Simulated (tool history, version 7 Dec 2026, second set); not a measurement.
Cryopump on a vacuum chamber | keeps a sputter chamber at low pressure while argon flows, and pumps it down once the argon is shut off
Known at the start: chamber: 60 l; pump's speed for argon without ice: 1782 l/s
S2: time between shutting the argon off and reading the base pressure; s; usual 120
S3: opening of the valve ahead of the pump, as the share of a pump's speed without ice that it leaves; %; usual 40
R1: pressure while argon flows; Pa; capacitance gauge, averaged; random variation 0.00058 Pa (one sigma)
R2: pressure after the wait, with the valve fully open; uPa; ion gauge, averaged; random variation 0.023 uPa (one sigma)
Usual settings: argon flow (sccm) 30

{"run": 1, "hour": 0.0, "argon flow (sccm)": 30, "S2": 120, "S3": 40, "R1": 0.0729, "R2": 1.08}
{"run": 2, "hour": 17.8, "argon flow (sccm)": 30, "S2": 120, "S3": 40, "R1": 0.0724, "R2": 1.05}
{"run": 3, "hour": 36.7, "argon flow (sccm)": 30, "S2": 120, "S3": 40, "R1": 0.0721, "R2": 1.08}
{"run": 4, "hour": 52.4, "argon flow (sccm)": 30, "S2": 120, "S3": 40, "R1": 0.0739, "R2": 1.13}
{"run": 5, "hour": 63.9, "argon flow (sccm)": 30, "S2": 120, "S3": 40, "R1": 0.0726, "R2": 1.1}
{"run": 6, "hour": 80.0, "argon flow (sccm)": 30, "S2": 120, "S3": 40, "R1": 0.0728, "R2": 1.13}
{"run": 7, "hour": 90.9, "argon flow (sccm)": 17, "S2": 120, "S3": 40, "R1": 0.041, "R2": 1.13}
{"run": 8, "hour": 110.1, "argon flow (sccm)": 17, "S2": 120, "S3": 40, "R1": 0.0408, "R2": 1.17}
{"run": 9, "hour": 126.4, "argon flow (sccm)": 24, "S2": 227, "S3": 40, "R1": 0.0576, "R2": 0.84}
{"run": 10, "hour": 142.6, "argon flow (sccm)": 46, "S2": 120, "S3": 27, "R1": 0.1636, "R2": 1.13}
{"run": 11, "hour": 155.0, "argon flow (sccm)": 46, "S2": 120, "S3": 27, "R1": 0.1642, "R2": 1.2}
{"run": 12, "hour": 174.7, "argon flow (sccm)": 42, "S2": 26, "S3": 37, "R1": 0.1112, "R2": 3.36}
{"run": 13, "hour": 194.6, "argon flow (sccm)": 19, "S2": 120, "S3": 23, "R1": 0.0807, "R2": 1.16}
{"run": 14, "hour": 206.2, "argon flow (sccm)": 17, "S2": 50, "S3": 28, "R1": 0.0587, "R2": 2.05}
{"run": 15, "hour": 227.0, "argon flow (sccm)": 19, "S2": 120, "S3": 19, "R1": 0.0966, "R2": 1.23}

Measured less the same run without the tool's hidden state. The same run-to-run variation is in both; the gauge's scatter may not be:
The hidden state here: pump's speed, % of a pump's without ice; cold plate's temperature, K; leak into the chamber, uPa l/s; drift of the gauge itself on working_pa, %; drift of the gauge itself on base_upa, %.
run=1 R1=+0.0012 R2=+0.26
run=2 R1=+0.0012 R2=+0.27
run=3 R1=+0.0014 R2=+0.28
run=4 R1=+0.0015 R2=+0.3
run=5 R1=+0.0016 R2=+0.29
run=6 R1=+0.0018 R2=+0.31
run=7 R1=+0.0011 R2=+0.32
run=8 R1=+0.0011 R2=+0.33
run=9 R1=+0.0017 R2=+0.34
run=10 R1=+0.0034 R2=+0.34
run=11 R1=+0.0036 R2=+0.35
run=12 R1=+0.0035 R2=+0.35
run=13 R1=+0.0017 R2=+0.37
run=14 R1=+0.0016 R2=+0.38
run=15 R1=+0.0018 R2=+0.4
